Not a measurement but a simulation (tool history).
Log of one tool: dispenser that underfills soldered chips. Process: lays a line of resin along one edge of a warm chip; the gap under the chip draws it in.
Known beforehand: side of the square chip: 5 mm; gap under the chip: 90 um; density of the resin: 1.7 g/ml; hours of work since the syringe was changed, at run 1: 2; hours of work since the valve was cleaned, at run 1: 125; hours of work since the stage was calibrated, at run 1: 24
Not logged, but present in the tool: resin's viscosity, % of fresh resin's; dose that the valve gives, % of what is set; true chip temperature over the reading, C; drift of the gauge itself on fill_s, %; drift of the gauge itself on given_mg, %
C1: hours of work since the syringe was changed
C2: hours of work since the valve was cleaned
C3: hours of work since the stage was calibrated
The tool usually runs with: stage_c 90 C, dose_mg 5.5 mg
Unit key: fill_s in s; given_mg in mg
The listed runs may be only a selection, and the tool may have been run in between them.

run 1 hour=0 | stage_c=90 dose_mg=5.5 | C1=2 C2=125 C3=24 | fill_s=11.6 given_mg=5.03
run 2 hour=11.3 | stage_c=90 dose_mg=5.5 | C1=9 C2=132 C3=31 | fill_s=17.8 given_mg=4.98
-- hour=15.2 new syringe of resin
-- hour=18.1 dispensing valve cleaned and set on the balance
run 3 hour=19.2 | stage_c=90 dose_mg=5.5 | C1=2 C2=1 C3=35 | fill_s=11 given_mg=5.49
run 4 hour=24.3 | stage_c=90 dose_mg=5.5 | C1=5 C2=4 C3=38 | fill_s=13.3 given_mg=5.44
run 5 hour=32.7 | stage_c=90 dose_mg=5.5 | C1=10 C2=9 C3=43 | fill_s=17.9 given_mg=5.47
-- hour=35.3 new syringe of resin
run 6 hour=42.7 | stage_c=90 dose_mg=5.5 | C1=5 C2=15 C3=49 | fill_s=12.7 given_mg=5.42
-- hour=54.7 new syringe of resin
run 7 hour=55.2 | stage_c=90 dose_mg=5.5 | C1=0 C2=22 C3=57 | fill_s=10.4 given_mg=5.32
run 8 hour=60.5 | stage_c=90 dose_mg=5.5 | C1=4 C2=26 C3=60 | fill_s=11.9 given_mg=5.43
run 9 hour=70.3 | stage_c=90 dose_mg=5.72 | C1=10 C2=32 C3=66 | fill_s=17.7 given_mg=5.55
-- hour=74.4 new syringe of resin
run 10 hour=78 | stage_c=90 dose_mg=7.1 | C1=2 C2=36 C3=71 | fill_s=10.9 given_mg=6.94
run 11 hour=85.1 | stage_c=90 dose_mg=7.1 | C1=7 C2=41 C3=75 | fill_s=14.7 given_mg=6.92
run 12 hour=91.4 | stage_c=90 dose_mg=5.5 | C1=10 C2=44 C3=79 | fill_s=19 given_mg=5.3
-- hour=94.1 new syringe of resin
run 13 hour=100.8 | stage_c=90 dose_mg=5.5 | C1=4 C2=50 C3=84 | fill_s=13.3 given_mg=5.37
run 14 hour=110.5 | stage_c=89 dose_mg=4.84 | C1=10 C2=56 C3=90 | fill_s=20.9 given_mg=4.7
-- hour=113.5 new syringe of resin
run 15 hour=118.7 | stage_c=94 dose_mg=6.07 | C1=3 C2=61 C3=95 | fill_s=10.1 given_mg=5.91
run 16 hour=124 | stage_c=95 dose_mg=6.39 | C1=6 C2=64 C3=98 | fill_s=12.3 given_mg=6.12
-- hour=133.5 new syringe of resin
run 17 hour=133.6 | stage_c=97 dose_mg=7.17 | C1=0 C2=70 C3=104 | fill_s=8 given_mg=6.85
run 18 hour=140.1 | stage_c=92 dose_mg=5.86 | C1=4 C2=74 C3=108 | fill_s=12.4 given_mg=5.52
run 19 hour=146.9 | stage_c=82 dose_mg=5.67 | C1=8 C2=78 C3=112 | fill_s=23.4 given_mg=5.43
-- hour=153.4 new syringe of resin
run 20 hour=159.3 | stage_c=99 dose_mg=5.02 | C1=4 C2=85 C3=120 | fill_s=9.7 given_mg=4.72
run 21 hour=167 | stage_c=99 dose_mg=5.02 | C1=8 C2=90 C3=124 | fill_s=12.9 given_mg=4.7
-- hour=173.2 new syringe of resin
run 22 hour=178.6 | stage_c=99 dose_mg=5.02 | C1=3 C2=97 C3=131 | fill_s=9.4 given_mg=4.6
run 23 hour=186.4 | stage_c=91 dose_mg=5.38 | C1=8 C2=102 C3=136 | fill_s=16.9 given_mg=4.95
-- hour=192.4 new syringe of resin
run 24 hour=195.7 | stage_c=76 dose_mg=5.12 | C1=2 C2=107 C3=142 | fill_s=20.2 given_mg=4.65
run 25 hour=205.7 | stage_c=87 dose_mg=6.12 | C1=8 C2=113 C3=148 | fill_s=18.9 given_mg=5.64
-- hour=211.7 new syringe of resin
run 26 hour=217.7 | stage_c=87 dose_mg=6.12 | C1=4 C2=121 C3=155 | fill_s=14.4 given_mg=5.72

Subtracting, for every run, the result it would have given without the tool's unlogged condition from the measured result gives the following. The same run-to-run variation enters both numbers; the gauge's scatter may not:
run=1 fill_s=+1.9 given_mg=-0.46
run=2 fill_s=+8.2 given_mg=-0.49
run=3 fill_s=+1.4 given_mg=-0.02
run=4 fill_s=+3.8 given_mg=-0.03
run=5 fill_s=+8.9 given_mg=-0.05
run=6 fill_s=+3.4 given_mg=-0.07
run=7 fill_s=+0.3 given_mg=-0.09
run=8 fill_s=+2.7 given_mg=-0.11
run=9 fill_s=+8.4 given_mg=-0.13
run=10 fill_s=+1.5 given_mg=-0.18
run=11 fill_s=+5 given_mg=-0.2
run=12 fill_s=+9.3 given_mg=-0.17
run=13 fill_s=+3.5 given_mg=-0.19
run=14 fill_s=+10.4 given_mg=-0.19
run=15 fill_s=+2.2 given_mg=-0.26
run=16 fill_s=+4.4 given_mg=-0.28
run=17 fill_s=+0.5 given_mg=-0.34
run=18 fill_s=+3.4 given_mg=-0.3
run=19 fill_s=+10.2 given_mg=-0.31
run=20 fill_s=+2.4 given_mg=-0.29
run=21 fill_s=+5.8 given_mg=-0.31
run=22 fill_s=+2.1 given_mg=-0.33
run=23 fill_s=+7 given_mg=-0.36
run=24 fill_s=+3.3 given_mg=-0.37
run=25 fill_s=+7.8 given_mg=-0.47
run=26 fill_s=+3.4 given_mg=-0.5
